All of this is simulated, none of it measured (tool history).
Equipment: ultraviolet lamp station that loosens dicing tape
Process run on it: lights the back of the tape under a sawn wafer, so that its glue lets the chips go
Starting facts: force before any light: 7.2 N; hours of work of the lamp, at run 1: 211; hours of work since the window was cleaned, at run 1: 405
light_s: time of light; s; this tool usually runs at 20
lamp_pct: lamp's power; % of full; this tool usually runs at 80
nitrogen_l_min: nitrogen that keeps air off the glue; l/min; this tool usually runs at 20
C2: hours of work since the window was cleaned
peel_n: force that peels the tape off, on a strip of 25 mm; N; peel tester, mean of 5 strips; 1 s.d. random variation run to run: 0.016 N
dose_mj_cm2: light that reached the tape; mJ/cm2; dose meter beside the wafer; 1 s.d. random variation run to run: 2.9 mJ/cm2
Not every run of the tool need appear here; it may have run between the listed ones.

{"run": 1, "hour": 0.0, "light_s": 20, "lamp_pct": 80, "nitrogen_l_min": 20, "hours of work of the lamp": 211, "C2": 405, "peel_n": 0.777, "dose_mj_cm2": 421}
{"run": 2, "hour": 17.4, "light_s": 20, "lamp_pct": 80, "nitrogen_l_min": 37, "hours of work of the lamp": 222, "C2": 415, "peel_n": 0.484, "dose_mj_cm2": 414}
{"run": 3, "hour": 35.3, "light_s": 29, "lamp_pct": 80, "nitrogen_l_min": 37, "hours of work of the lamp": 232, "C2": 426, "peel_n": 0.184, "dose_mj_cm2": 609}
{"run": 4, "hour": 45.4, "light_s": 20, "lamp_pct": 80, "nitrogen_l_min": 20, "hours of work of the lamp": 238, "C2": 432, "peel_n": 0.769, "dose_mj_cm2": 422}
{"run": 5, "hour": 65.4, "light_s": 20, "lamp_pct": 80, "nitrogen_l_min": 20, "hours of work of the lamp": 250, "C2": 444, "peel_n": 0.765, "dose_mj_cm2": 416}
{"run": 6, "hour": 86.0, "light_s": 20, "lamp_pct": 80, "nitrogen_l_min": 20, "hours of work of the lamp": 262, "C2": 456, "peel_n": 0.794, "dose_mj_cm2": 418}
{"run": 7, "hour": 110.1, "light_s": 20, "lamp_pct": 80, "nitrogen_l_min": 20, "hours of work of the lamp": 277, "C2": 470, "peel_n": 0.794, "dose_mj_cm2": 417}
{"run": 8, "hour": 123.1, "light_s": 20, "lamp_pct": 80, "nitrogen_l_min": 20, "hours of work of the lamp": 284, "C2": 478, "peel_n": 0.719, "dose_mj_cm2": 420}
{"run": 9, "hour": 144.9, "light_s": 20, "lamp_pct": 80, "nitrogen_l_min": 20, "hours of work of the lamp": 297, "C2": 491, "peel_n": 0.753, "dose_mj_cm2": 421}
{"run": 10, "hour": 160.6, "light_s": 20, "lamp_pct": 97, "nitrogen_l_min": 20, "hours of work of the lamp": 307, "C2": 500, "peel_n": 0.499, "dose_mj_cm2": 504}
{"run": 11, "hour": 176.7, "light_s": 34, "lamp_pct": 77, "nitrogen_l_min": 7, "hours of work of the lamp": 316, "C2": 510, "peel_n": 0.621, "dose_mj_cm2": 685}
{"run": 12, "hour": 191.1, "light_s": 18, "lamp_pct": 74, "nitrogen_l_min": 7, "hours of work of the lamp": 325, "C2": 518, "peel_n": 2.025, "dose_mj_cm2": 354}
{"run": 13, "hour": 206.5, "light_s": 23, "lamp_pct": 89, "nitrogen_l_min": 16, "hours of work of the lamp": 334, "C2": 527, "peel_n": 0.543, "dose_mj_cm2": 536}
{"hour": 212.9, "done": "window cleaned of glue's vapour"}
{"run": 14, "hour": 225.4, "light_s": 32, "lamp_pct": 99, "nitrogen_l_min": 16, "hours of work of the lamp": 345, "C2": 7, "peel_n": 0.165, "dose_mj_cm2": 817}
{"run": 15, "hour": 239.0, "light_s": 11, "lamp_pct": 69, "nitrogen_l_min": 10, "hours of work of the lamp": 353, "C2": 15, "peel_n": 3.139, "dose_mj_cm2": 196}
{"run": 16, "hour": 251.1, "light_s": 24, "lamp_pct": 63, "nitrogen_l_min": 24, "hours of work of the lamp": 360, "C2": 23, "peel_n": 0.761, "dose_mj_cm2": 396}
{"run": 17, "hour": 263.9, "light_s": 24, "lamp_pct": 63, "nitrogen_l_min": 24, "hours of work of the lamp": 367, "C2": 30, "peel_n": 0.769, "dose_mj_cm2": 395}

Branching from run 17: 3 alternative next runs. What would each branch give?
{"run": "A", "hour": 283.0, "light_s": 24, "lamp_pct": 71, "nitrogen_l_min": 7, "hours of work of the lamp": 379, "C2": 42, "peel_n": "?", "dose_mj_cm2": "?"}
{"run": "B", "hour": 283.0, "light_s": 18, "lamp_pct": 99, "nitrogen_l_min": 7, "hours of work of the lamp": 379, "C2": 42, "peel_n": "?", "dose_mj_cm2": "?"}
{"run": "C", "hour": 283.0, "light_s": 24, "lamp_pct": 70, "nitrogen_l_min": 13, "hours of work of the lamp": 379, "C2": 42, "peel_n": "?", "dose_mj_cm2": "?"}

run=A peel_n=1.514 dose_mj_cm2=447
run=B peel_n=1.325 dose_mj_cm2=471
run=C peel_n=0.979 dose_mj_cm2=442
Stripped of hidden state, with their random variation kept, the same runs would have yielded:
run=A peel_n=1.512 dose_mj_cm2=447
run=B peel_n=1.323 dose_mj_cm2=471
run=C peel_n=0.977 dose_mj_cm2=443
